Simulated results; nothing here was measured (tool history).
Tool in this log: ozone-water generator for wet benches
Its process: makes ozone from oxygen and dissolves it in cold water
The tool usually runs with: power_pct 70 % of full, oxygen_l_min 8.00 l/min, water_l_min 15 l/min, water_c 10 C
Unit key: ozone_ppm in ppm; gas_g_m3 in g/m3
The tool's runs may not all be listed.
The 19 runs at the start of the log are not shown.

| run | day | power_pct | oxygen_l_min | water_l_min | water_c | hours of work since the electrodes were changed | hours of work since the contactor was cleaned | hours of work since the thermometer was calibrated | ozone_ppm | gas_g_m3 |
|---|---|---|---|---|---|---|---|---|---|---|
| 20 | 21.475 | 77 | 7.13 | 10 | 8 | 981 | 2969 | 1974 | 39.7 | 209.2 |
| 21 | 23.008 | 77 | 7.13 | 10 | 8 | 1006 | 2994 | 1999 | 39.7 | 210.5 |
| 22 | 23.833 | 49 | 4.83 | 20 | 8 | 1019 | 3007 | 2012 | 15.2 | 165.2 |
| 23 | 25.175 | 70 | 14.23 | 15 | 8 | 1041 | 3029 | 2034 | 30.5 | 157.5 |
| 24 | 25.888 | 70 | 14.23 | 15 | 8 | 1053 | 3041 | 2046 | 30.4 | 158.9 |
| 25 | 26.671 | 98 | 13.72 | 14 | 6 | 1066 | 3054 | 2059 | 42.7 | 206.7 |
| 26 | 27.621 | 95 | 8.00 | 12 | 10 | 1081 | 3069 | 2074 | 40.9 | 237.6 |
| 27 | 28.504 | 80 | 4.38 | 21 | 7 | 1095 | 3083 | 2089 | 20.9 | 251.9 |
| 28 | 29.429 | 46 | 5.75 | 22 | 10 | 1111 | 3099 | 2104 | 14.0 | 149.9 |
| 29 | 31.033 | 46 | 10.03 | 14 | 6 | 1137 | 3125 | 2130 | 23.3 | 125.9 |
| 30 | 31.850 | 76 | 10.03 | 14 | 15 | 1150 | 3138 | 2143 | 28.6 | 187.0 |
| 31 | 32.933 | 76 | 10.03 | 14 | 15 | 1168 | 3156 | 2161 | 28.7 | 186.1 |
| 32 | 33.908 | 78 | 8.00 | 13 | 15 | 1184 | 3172 | 2177 | 30.1 | 206.7 |
| 33 | 35.167 | 84 | 8.00 | 15 | 8 | 1204 | 3192 | 2197 | 33.6 | 215.8 |
| 34 | 36.833 | 84 | 8.00 | 15 | 5 | 1231 | 3219 | 2224 | 35.5 | 217.9 |

3 ways to go on from here, each from the tool as it stands after run 34. What would each give?
| A | 38.483 | 70 | 8.00 | 13 | 10 | 1258 | 3246 | 2251 | ? | ? |
| B | 38.483 | 68 | 8.00 | 15 | 6 | 1258 | 3246 | 2251 | ? | ? |
| C | 38.483 | 70 | 8.00 | 15 | 9 | 1258 | 3246 | 2251 | ? | ? |

| run | ozone_ppm | gas_g_m3 |
|---|---|---|
| A | 30.4 | 189.4 |
| B | 29.2 | 184.9 |
| C | 28.6 | 189.0 |
Had the tool no hidden state, the same runs would have come out as:
| run | ozone_ppm | gas_g_m3 |
|---|---|---|
| A | 30.5 | 189.6 |
| B | 29.3 | 185.0 |
| C | 28.6 | 189.2 |

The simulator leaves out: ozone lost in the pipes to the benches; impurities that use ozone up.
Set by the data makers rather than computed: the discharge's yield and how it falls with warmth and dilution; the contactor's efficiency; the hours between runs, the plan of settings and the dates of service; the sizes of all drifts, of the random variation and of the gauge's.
